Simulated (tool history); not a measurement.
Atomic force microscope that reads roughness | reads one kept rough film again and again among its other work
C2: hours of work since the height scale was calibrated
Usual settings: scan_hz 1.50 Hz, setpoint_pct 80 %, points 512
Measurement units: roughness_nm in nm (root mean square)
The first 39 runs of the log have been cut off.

Run 40, hour 1850.3: usual settings but setpoint_pct 68 %, points 477; pictures with this tip 104; C2 271. Result: roughness_nm 2.056 nm (root mean square).
At hour 1863.0: new tip fitted.
Run 41, hour 1906.7: usual settings but scan_hz 2.04 Hz, setpoint_pct 63 %, points 302; pictures with this tip 87; C2 302. Result: roughness_nm 1.991 nm (root mean square).
At hour 1930.4: new tip fitted.
Run 42, hour 1958.0: usual settings but setpoint_pct 56 %; pictures with this tip 55; C2 331. Result: roughness_nm 2.243 nm (root mean square).
At hour 1997.7: new tip fitted.
Run 43, hour 2011.1: usual settings but scan_hz 1.22 Hz; pictures with this tip 27; C2 361. Result: roughness_nm 2.269 nm (root mean square).
At hour 2062.0: new tip fitted.
Run 44, hour 2068.3: usual settings but scan_hz 1.22 Hz; pictures with this tip 12; C2 394. Result: roughness_nm 2.351 nm (root mean square).
Run 45, hour 2094.4: usual settings but scan_hz 3.72 Hz, setpoint_pct 67 %; pictures with this tip 64; C2 408. Result: roughness_nm 2.045 nm (root mean square).
At hour 2127.6: new tip fitted.
Run 46, hour 2155.2: usual settings but setpoint_pct 83 %; pictures with this tip 55; C2 443. Result: roughness_nm 2.074 nm (root mean square).
At hour 2193.3: new tip fitted.
Run 47, hour 2204.0: usual settings but scan_hz 0.97 Hz, setpoint_pct 83 %, points 693; pictures with this tip 22; C2 470. Result: roughness_nm 2.318 nm (root mean square).
At hour 2260.4: new tip fitted.
Run 48, hour 2265.4: usual settings but scan_hz 3.91 Hz, setpoint_pct 78 %, points 365; pictures with this tip 9; C2 505. Result: roughness_nm 2.037 nm (root mean square).
Run 49, hour 2312.1: usual settings but scan_hz 3.91 Hz, setpoint_pct 78 %, points 365; pictures with this tip 102; C2 531. Result: roughness_nm 1.684 nm (root mean square).

Below are 4 alternative next runs, each starting from the tool's condition after run 49. Predict each:
At hour 2327.3: new tip fitted.
Run A, hour 2366.6: usual settings but scan_hz 2.77 Hz, setpoint_pct 78 %, points 365; pictures with this tip 78; C2 562. Result: roughness_nm ?.
At hour 2327.3: new tip fitted.
Run B, hour 2366.6: usual settings but scan_hz 1.05 Hz, points 546; pictures with this tip 78; C2 562. Result: roughness_nm ?.
At hour 2327.3: new tip fitted.
Run C, hour 2366.6: usual settings but scan_hz 3.31 Hz, setpoint_pct 66 %, points 261; pictures with this tip 78; C2 562. Result: roughness_nm ?.
At hour 2327.3: new tip fitted.
Run D, hour 2366.6: usual settings but scan_hz 2.34 Hz, setpoint_pct 87 %, points 922; pictures with this tip 78; C2 562. Result: roughness_nm ?.

run  roughness_nm
  A         1.897
  B         2.105
  C         1.988
  D         1.882
Had the tool no hidden state, the same runs would have come out as:
run  roughness_nm
  A         2.214
  B         2.456
  C         2.320
  D         2.193

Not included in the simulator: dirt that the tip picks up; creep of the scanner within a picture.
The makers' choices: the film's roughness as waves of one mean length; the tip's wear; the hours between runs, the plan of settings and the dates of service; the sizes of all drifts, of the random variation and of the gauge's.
